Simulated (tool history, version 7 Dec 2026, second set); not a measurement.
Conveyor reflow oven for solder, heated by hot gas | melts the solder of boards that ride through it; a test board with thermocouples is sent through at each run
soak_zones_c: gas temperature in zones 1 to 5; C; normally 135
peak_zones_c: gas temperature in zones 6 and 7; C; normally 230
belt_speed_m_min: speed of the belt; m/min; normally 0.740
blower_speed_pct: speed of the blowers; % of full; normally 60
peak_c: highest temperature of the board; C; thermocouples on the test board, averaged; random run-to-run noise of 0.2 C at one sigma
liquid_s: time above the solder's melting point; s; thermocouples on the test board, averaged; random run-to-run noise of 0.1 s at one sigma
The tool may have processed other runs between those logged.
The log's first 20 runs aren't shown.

{"run": 21, "day": 57.912, "soak_zones_c": 121, "peak_zones_c": 226, "belt_speed_m_min": 0.74, "blower_speed_pct": 67, "peak_c": 207.5, "liquid_s": 27.9}
{"run": 22, "day": 59.858, "soak_zones_c": 121, "peak_zones_c": 226, "belt_speed_m_min": 0.74, "blower_speed_pct": 67, "peak_c": 207.0, "liquid_s": 27.7}
{"day": 60.896, "done": "flux residue cleaned out of gas plates and filters"}
{"run": 23, "day": 62.917, "soak_zones_c": 121, "peak_zones_c": 226, "belt_speed_m_min": 0.887, "blower_speed_pct": 76, "peak_c": 204.5, "liquid_s": 21.2}
{"run": 24, "day": 64.912, "soak_zones_c": 135, "peak_zones_c": 230, "belt_speed_m_min": 0.799, "blower_speed_pct": 64, "peak_c": 211.8, "liquid_s": 30.7}
{"run": 25, "day": 67.358, "soak_zones_c": 135, "peak_zones_c": 222, "belt_speed_m_min": 0.799, "blower_speed_pct": 64, "peak_c": 204.5, "liquid_s": 26.4}
{"run": 26, "day": 69.079, "soak_zones_c": 135, "peak_zones_c": 222, "belt_speed_m_min": 0.799, "blower_speed_pct": 64, "peak_c": 204.4, "liquid_s": 26.2}
{"run": 27, "day": 71.179, "soak_zones_c": 141, "peak_zones_c": 230, "belt_speed_m_min": 0.794, "blower_speed_pct": 60, "peak_c": 211.4, "liquid_s": 31.8}
{"run": 28, "day": 74.212, "soak_zones_c": 135, "peak_zones_c": 230, "belt_speed_m_min": 0.59, "blower_speed_pct": 66, "peak_c": 219.3, "liquid_s": 48.2}
{"run": 29, "day": 77.1, "soak_zones_c": 140, "peak_zones_c": 230, "belt_speed_m_min": 0.74, "blower_speed_pct": 56, "peak_c": 212.0, "liquid_s": 34.5}
{"run": 30, "day": 79.312, "soak_zones_c": 125, "peak_zones_c": 229, "belt_speed_m_min": 0.848, "blower_speed_pct": 61, "peak_c": 203.7, "liquid_s": 21.8}

Consider 4 possible next runs. They are alternatives, not a sequence: every one starts from the tool as it was left by run 30. What does each give?
{"day": 80.454, "done": "flux residue cleaned out of gas plates and filters"}
{"run": "A", "day": 82.55, "soak_zones_c": 135, "peak_zones_c": 230, "belt_speed_m_min": 0.837, "blower_speed_pct": 60, "peak_c": "?", "liquid_s": "?"}
{"day": 80.454, "done": "flux residue cleaned out of gas plates and filters"}
{"run": "B", "day": 82.55, "soak_zones_c": 138, "peak_zones_c": 229, "belt_speed_m_min": 0.622, "blower_speed_pct": 81, "peak_c": "?", "liquid_s": "?"}
{"day": 80.454, "done": "flux residue cleaned out of gas plates and filters"}
{"run": "C", "day": 82.55, "soak_zones_c": 138, "peak_zones_c": 230, "belt_speed_m_min": 0.74, "blower_speed_pct": 80, "peak_c": "?", "liquid_s": "?"}
{"day": 80.454, "done": "flux residue cleaned out of gas plates and filters"}
{"run": "D", "day": 82.55, "soak_zones_c": 125, "peak_zones_c": 222, "belt_speed_m_min": 0.793, "blower_speed_pct": 75, "peak_c": "?", "liquid_s": "?"}

run=A peak_c=209.0 liquid_s=28.0
run=B peak_c=219.8 liquid_s=47.5
run=C peak_c=217.1 liquid_s=37.7
run=D peak_c=204.6 liquid_s=25.5
Without the tool's unlogged condition, the same runs would have read:
run=A peak_c=209.7 liquid_s=27.7
run=B peak_c=220.7 liquid_s=46.9
run=C peak_c=218.0 liquid_s=37.3
run=D peak_c=205.4 liquid_s=25.4
